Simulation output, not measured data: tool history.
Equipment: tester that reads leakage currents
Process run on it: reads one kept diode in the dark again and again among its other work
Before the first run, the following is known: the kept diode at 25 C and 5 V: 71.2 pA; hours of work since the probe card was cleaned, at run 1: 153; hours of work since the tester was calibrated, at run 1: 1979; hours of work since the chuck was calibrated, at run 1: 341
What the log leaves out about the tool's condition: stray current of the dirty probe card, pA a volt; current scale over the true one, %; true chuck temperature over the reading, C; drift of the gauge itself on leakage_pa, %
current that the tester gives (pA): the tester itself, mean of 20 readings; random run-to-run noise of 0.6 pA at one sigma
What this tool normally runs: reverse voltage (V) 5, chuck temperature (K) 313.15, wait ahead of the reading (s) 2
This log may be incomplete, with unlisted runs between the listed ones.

run      day  reverse voltage (V)  chuck temperature (K)  wait ahead of the reading (s)  hours of work since the probe card was cleaned  hours of work since the tester was calibrated  hours of work since the chuck was calibrated  current that the tester gives (pA)
  1        0                    5                 313.15                              2                                             153                                           1979                                           341                              194.45
  2    4.862                    5                 313.15                              2                                             207                                           2034                                           395                              194.17
  3    7.412                    5                 313.15                              2                                             236                                           2062                                           424                              192.93
  4   12.338                    5                 313.15                              2                                             291                                           2118                                           479                              192.38
  5   16.142                    5                 313.15                              2                                             334                                           2160                                           522                              191.36
  6   21.558                    5                 313.15                              2                                             395                                           2221                                           583                              190.43
  7   24.108                    5                 313.15                              2                                             424                                           2250                                           612                              190.37
  8     28.8                    5                 313.15                              2                                             476                                           2303                                           665                              190.12
  9   33.492                    5                 313.15                           0.88                                             529                                           2355                                           717                              190.14
 10   36.875                    5                 313.15                           0.88                                             567                                           2393                                           755                              189.11
 11    40.25                    5                 330.15                           0.88                                             605                                           2431                                           793                              540.59
      41.642  -- chuck's temperature calibrated
 12   44.033                    5                 330.15                           0.88                                             647                                           2473                                            27                              586.53
 13   48.262                    5                 330.15                           0.88                                             694                                           2520                                            74                              584.09
 14   53.258                    5                 313.15                           0.55                                             750                                           2577                                           131                              205.81
 15   57.579                    5                 313.15                              2                                             799                                           2625                                           179                              203.25
 16   62.779                    5                 313.15                              2                                             857                                           2684                                           238                              201.83
 17    68.95                    5                 313.15                              2                                             927                                           2753                                           307                              200.57
 18   74.229                    5                 313.15                              2                                             986                                           2812                                           366                              200.92
 19   78.483                12.93                 313.15                              2                                            1034                                           2860                                           414                              346.46
 20   83.108                12.93                 313.15                              2                                            1086                                           2912                                           466                              344.63
 21   85.796                12.93                 317.15                            0.7                                            1116                                           2942                                           496                              448.78
 22    90.05                12.93                 317.15                            0.7                                            1164                                           2990                                           544                              449.35
 23   92.638                16.87                 313.15                           1.15                                            1193                                           3019                                           573                              403.58
 24   95.733                 4.83                 320.15                              2                                            1228                                           3054                                           608                              298.39
 25  101.046                16.52                 327.15                           1.11                                            1288                                           3114                                           668                              934.97
 26  103.783                16.52                 327.15                           1.11                                            1318                                           3145                                           699                              933.27
 27  108.217                16.52                 332.15                           3.85                                            1368                                           3194                                           748                             1246.41
 28  111.717                 8.47                 313.15                           5.78                                            1407                                           3234                                           788                              264.48
     113.538  -- chuck's temperature calibrated
 29  114.704                 2.31                 296.15                           4.44                                            1440                                           3266                                            13                               42.28
      117.35  -- probe card cleaned and baked
 30  119.838                    5                 302.15                              2                                              28                                           3323                                            69                               95.86
 31  125.071                    5                 302.15                              2                                              87                                           3382                                           128                               96.64
 32  131.254                17.33                 302.15                           1.69                                             156                                           3451                                           198                              196.85
 33    133.8                17.33                 302.15                           1.69                                             185                                           3480                                           226                              197.83
 34  136.975                17.33                 302.15                           1.69                                             221                                           3515                                           262                              196.81
 35  142.871                    5                 303.15                              2                                             287                                           3582                                           328                              101.68
 36  147.075                 5.12                 294.15                           3.17                                             334                                           3629                                           376                               54.28
 37  150.388                 8.57                 306.15                              2                                             371                                           3666                                           413                                 170
 38  153.838                13.01                 313.15                              2                                             410                                           3705                                           452                              342.35
 39  156.583                 1.91                 313.15                              2                                             441                                           3736                                           483                              113.02

Across each entry between runs, compare the hidden state at the last listed run before it with the hidden state at the first listed run after it:
After run 11, before run 12: chuck's temperature calibrated (day 41.642)
  stray current of the dirty probe card, pA a volt: 0.352 -> 0.377; current scale over the true one, %: 1.55 -> 1.58; true chuck temperature over the reading, C: -1.37 -> -0.02
  what was measured, less what the result would be without the hidden state, current that the tester gives (pA): -34.76 -> +10.1
After run 28, before run 29: chuck's temperature calibrated (day 113.538)
  stray current of the dirty probe card, pA a volt: 0.843 -> 0.863; current scale over the true one, %: 2.01 -> 2.03; true chuck temperature over the reading, C: -1.12 -> -0.06
  what was measured, less what the result would be without the hidden state, current that the tester gives (pA): -7.07 -> +2.62
After run 29, before run 30: probe card cleaned and baked (day 117.35)
  stray current of the dirty probe card, pA a volt: 0.863 -> 0.044; current scale over the true one, %: 2.03 -> 2.06; true chuck temperature over the reading, C: -0.06 -> -0.14
  what was measured, less what the result would be without the hidden state, current that the tester gives (pA): +2.62 -> +1.12

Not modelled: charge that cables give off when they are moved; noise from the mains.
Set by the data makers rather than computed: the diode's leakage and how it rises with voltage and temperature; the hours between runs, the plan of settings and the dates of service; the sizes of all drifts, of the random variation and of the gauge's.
